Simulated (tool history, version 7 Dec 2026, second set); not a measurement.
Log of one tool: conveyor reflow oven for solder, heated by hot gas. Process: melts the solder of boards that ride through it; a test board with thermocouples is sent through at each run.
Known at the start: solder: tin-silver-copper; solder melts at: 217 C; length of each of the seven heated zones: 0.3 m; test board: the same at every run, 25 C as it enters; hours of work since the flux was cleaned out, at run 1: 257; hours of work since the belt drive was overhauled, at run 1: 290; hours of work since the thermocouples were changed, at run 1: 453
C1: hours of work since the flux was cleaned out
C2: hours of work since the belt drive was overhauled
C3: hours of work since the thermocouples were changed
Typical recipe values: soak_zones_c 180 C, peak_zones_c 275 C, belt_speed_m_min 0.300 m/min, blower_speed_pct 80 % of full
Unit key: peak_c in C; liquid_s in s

{"run": 1, "hour": 0.0, "soak_zones_c": 180, "peak_zones_c": 275, "belt_speed_m_min": 0.3, "blower_speed_pct": 80, "C1": 257, "C2": 290, "C3": 453, "peak_c": 262.8, "liquid_s": 103.5}
{"hour": 8.6, "done": "flux residue cleaned out of gas plates and filters"}
{"run": 2, "hour": 29.5, "soak_zones_c": 189, "peak_zones_c": 275, "belt_speed_m_min": 0.3, "blower_speed_pct": 80, "C1": 16, "C2": 309, "C3": 472, "peak_c": 264.2, "liquid_s": 110.8}
{"run": 3, "hour": 55.4, "soak_zones_c": 180, "peak_zones_c": 275, "belt_speed_m_min": 0.3, "blower_speed_pct": 80, "C1": 36, "C2": 329, "C3": 492, "peak_c": 262.9, "liquid_s": 104.6}
{"run": 4, "hour": 72.7, "soak_zones_c": 180, "peak_zones_c": 275, "belt_speed_m_min": 0.275, "blower_speed_pct": 80, "C1": 49, "C2": 342, "C3": 505, "peak_c": 264.5, "liquid_s": 116.4}
{"run": 5, "hour": 94.1, "soak_zones_c": 180, "peak_zones_c": 275, "belt_speed_m_min": 0.3, "blower_speed_pct": 80, "C1": 66, "C2": 359, "C3": 522, "peak_c": 262.9, "liquid_s": 104.4}
{"run": 6, "hour": 110.0, "soak_zones_c": 180, "peak_zones_c": 275, "belt_speed_m_min": 0.3, "blower_speed_pct": 80, "C1": 78, "C2": 371, "C3": 534, "peak_c": 262.8, "liquid_s": 104.2}
{"run": 7, "hour": 121.0, "soak_zones_c": 180, "peak_zones_c": 275, "belt_speed_m_min": 0.3, "blower_speed_pct": 80, "C1": 86, "C2": 379, "C3": 542, "peak_c": 263.5, "liquid_s": 104.3}
{"run": 8, "hour": 135.7, "soak_zones_c": 180, "peak_zones_c": 275, "belt_speed_m_min": 0.3, "blower_speed_pct": 80, "C1": 97, "C2": 390, "C3": 553, "peak_c": 262.8, "liquid_s": 104.6}
{"run": 9, "hour": 149.6, "soak_zones_c": 180, "peak_zones_c": 275, "belt_speed_m_min": 0.3, "blower_speed_pct": 68, "C1": 108, "C2": 401, "C3": 564, "peak_c": 259.4, "liquid_s": 101.5}
{"run": 10, "hour": 170.1, "soak_zones_c": 180, "peak_zones_c": 275, "belt_speed_m_min": 0.3, "blower_speed_pct": 80, "C1": 124, "C2": 417, "C3": 580, "peak_c": 262.3, "liquid_s": 104.2}
{"run": 11, "hour": 183.5, "soak_zones_c": 180, "peak_zones_c": 275, "belt_speed_m_min": 0.3, "blower_speed_pct": 90, "C1": 134, "C2": 427, "C3": 590, "peak_c": 264.8, "liquid_s": 105.8}
{"run": 12, "hour": 199.4, "soak_zones_c": 180, "peak_zones_c": 275, "belt_speed_m_min": 0.3, "blower_speed_pct": 90, "C1": 146, "C2": 439, "C3": 602, "peak_c": 263.7, "liquid_s": 105.9}
{"hour": 203.1, "done": "thermocouples of zones 6 and 7 changed"}
{"run": 13, "hour": 221.3, "soak_zones_c": 178, "peak_zones_c": 275, "belt_speed_m_min": 0.3, "blower_speed_pct": 90, "C1": 161, "C2": 454, "C3": 14, "peak_c": 265.2, "liquid_s": 105.4}
{"run": 14, "hour": 244.7, "soak_zones_c": 178, "peak_zones_c": 275, "belt_speed_m_min": 0.264, "blower_speed_pct": 68, "C1": 179, "C2": 472, "C3": 32, "peak_c": 263.8, "liquid_s": 118.8}
{"run": 15, "hour": 266.5, "soak_zones_c": 190, "peak_zones_c": 275, "belt_speed_m_min": 0.323, "blower_speed_pct": 68, "C1": 196, "C2": 489, "C3": 49, "peak_c": 259.8, "liquid_s": 99.1}
{"run": 16, "hour": 283.4, "soak_zones_c": 180, "peak_zones_c": 288, "belt_speed_m_min": 0.301, "blower_speed_pct": 73, "C1": 209, "C2": 502, "C3": 62, "peak_c": 272.7, "liquid_s": 110.9}
{"run": 17, "hour": 302.5, "soak_zones_c": 180, "peak_zones_c": 288, "belt_speed_m_min": 0.301, "blower_speed_pct": 73, "C1": 224, "C2": 517, "C3": 76, "peak_c": 272.6, "liquid_s": 111.0}
{"run": 18, "hour": 325.6, "soak_zones_c": 180, "peak_zones_c": 288, "belt_speed_m_min": 0.301, "blower_speed_pct": 64, "C1": 241, "C2": 534, "C3": 94, "peak_c": 271.1, "liquid_s": 108.8}
{"run": 19, "hour": 342.7, "soak_zones_c": 180, "peak_zones_c": 288, "belt_speed_m_min": 0.301, "blower_speed_pct": 64, "C1": 254, "C2": 547, "C3": 107, "peak_c": 270.0, "liquid_s": 109.1}
{"hour": 354.6, "done": "flux residue cleaned out of gas plates and filters"}
{"run": 20, "hour": 362.3, "soak_zones_c": 180, "peak_zones_c": 288, "belt_speed_m_min": 0.301, "blower_speed_pct": 64, "C1": 6, "C2": 559, "C3": 118, "peak_c": 271.4, "liquid_s": 110.1}

Predict the results of run 21:
{"run": 21, "hour": 381.2, "soak_zones_c": 168, "peak_zones_c": 281, "belt_speed_m_min": 0.271, "blower_speed_pct": 73, "C1": 20, "C2": 573, "C3": 133, "peak_c": "?", "liquid_s": "?"}

peak_c: 269.1 C
liquid_s: 115.2 s
Had the tool carried no hidden state, the very same run would have given peak_c 269.5 C, liquid_s 114.9 s.
